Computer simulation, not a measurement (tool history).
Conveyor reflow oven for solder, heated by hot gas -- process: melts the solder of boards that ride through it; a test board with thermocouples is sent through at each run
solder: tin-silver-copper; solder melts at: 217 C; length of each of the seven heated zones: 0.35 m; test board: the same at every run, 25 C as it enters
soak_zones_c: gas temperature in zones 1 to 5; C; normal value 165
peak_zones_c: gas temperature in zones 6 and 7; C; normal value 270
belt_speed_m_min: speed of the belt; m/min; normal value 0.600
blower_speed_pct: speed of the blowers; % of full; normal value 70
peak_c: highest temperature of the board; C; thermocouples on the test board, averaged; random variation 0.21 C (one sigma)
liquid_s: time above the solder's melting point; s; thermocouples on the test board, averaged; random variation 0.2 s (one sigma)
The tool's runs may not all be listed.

| run | hour | soak_zones_c | peak_zones_c | belt_speed_m_min | blower_speed_pct | peak_c | liquid_s |
|---|---|---|---|---|---|---|---|
| 1 | 0.0 | 165 | 270 | 0.600 | 70 | 249.8 | 46.9 |
| 2 | 80.5 | 165 | 270 | 0.600 | 88 | 252.5 | 49.3 |
| 3 | 147.8 | 165 | 270 | 0.600 | 70 | 249.2 | 46.5 |
| 4 | 198.9 | 165 | 270 | 0.600 | 70 | 248.9 | 45.5 |
| 5 | 249.0 | 165 | 270 | 0.600 | 70 | 249.0 | 45.9 |
|  | 265.2 | flux residue cleaned out of gas plates and filters |
| 6 | 336.3 | 165 | 270 | 0.600 | 70 | 250.9 | 47.8 |
| 7 | 375.0 | 165 | 270 | 0.600 | 70 | 250.6 | 47.9 |
| 8 | 410.4 | 165 | 270 | 0.600 | 70 | 250.7 | 47.6 |
| 9 | 459.8 | 165 | 270 | 0.600 | 70 | 250.2 | 47.6 |
| 10 | 521.6 | 165 | 270 | 0.600 | 70 | 250.1 | 47.1 |
| 11 | 574.0 | 165 | 270 | 0.600 | 80 | 252.0 | 48.7 |
|  | 584.3 | belt drive overhauled, speed set with a stopwatch |
| 12 | 634.2 | 165 | 270 | 0.661 | 80 | 247.7 | 40.9 |
| 13 | 699.3 | 165 | 270 | 0.719 | 70 | 240.8 | 31.3 |
|  | 751.2 | flux residue cleaned out of gas plates and filters |
| 14 | 774.2 | 165 | 270 | 0.719 | 70 | 245.1 | 35.1 |
| 15 | 843.3 | 165 | 270 | 0.719 | 70 | 244.4 | 35.0 |
|  | 881.3 | thermocouples of zones 6 and 7 changed |
| 16 | 906.2 | 152 | 274 | 0.712 | 86 | 244.3 | 32.8 |
|  | 920.8 | belt drive overhauled, speed set with a stopwatch, once more |
| 17 | 966.6 | 172 | 276 | 0.685 | 67 | 247.8 | 40.3 |
| 18 | 1040.8 | 172 | 276 | 0.632 | 52 | 247.5 | 43.2 |
| 19 | 1075.9 | 172 | 274 | 0.533 | 52 | 252.9 | 57.4 |
| 20 | 1120.5 | 178 | 269 | 0.600 | 70 | 248.7 | 49.7 |
| 21 | 1182.8 | 178 | 272 | 0.620 | 74 | 250.6 | 49.3 |
|  | 1234.1 | flux residue cleaned out of gas plates and filters |
| 22 | 1237.5 | 178 | 269 | 0.539 | 75 | 254.8 | 61.6 |
| 23 | 1278.5 | 178 | 269 | 0.539 | 75 | 254.7 | 61.4 |
| 24 | 1311.8 | 178 | 269 | 0.539 | 75 | 254.8 | 61.5 |
| 25 | 1365.1 | 172 | 277 | 0.624 | 70 | 253.7 | 49.4 |
| 26 | 1424.9 | 168 | 270 | 0.514 | 67 | 253.8 | 59.6 |
| 27 | 1484.6 | 168 | 270 | 0.514 | 67 | 253.7 | 59.7 |
| 28 | 1548.8 | 153 | 270 | 0.600 | 51 | 240.0 | 34.3 |
| 29 | 1623.8 | 177 | 270 | 0.600 | 81 | 251.2 | 52.1 |

Consider 3 possible next runs. They are alternatives, not a sequence: every one starts from the tool as it was left by run 29. What does each give?
| A | 1668.4 | 176 | 263 | 0.600 | 70 | ? | ? |
| B | 1668.4 | 177 | 270 | 0.488 | 81 | ? | ? |
| C | 1668.4 | 177 | 261 | 0.505 | 81 | ? | ? |

| run | peak_c | liquid_s |
|---|---|---|
| A | 243.3 | 44.8 |
| B | 258.0 | 70.5 |
| C | 248.9 | 61.5 |
Without the tool's hidden state the same runs would have given:
| run | peak_c | liquid_s |
|---|---|---|
| A | 244.9 | 46.9 |
| B | 259.0 | 71.5 |
| C | 249.8 | 62.9 |
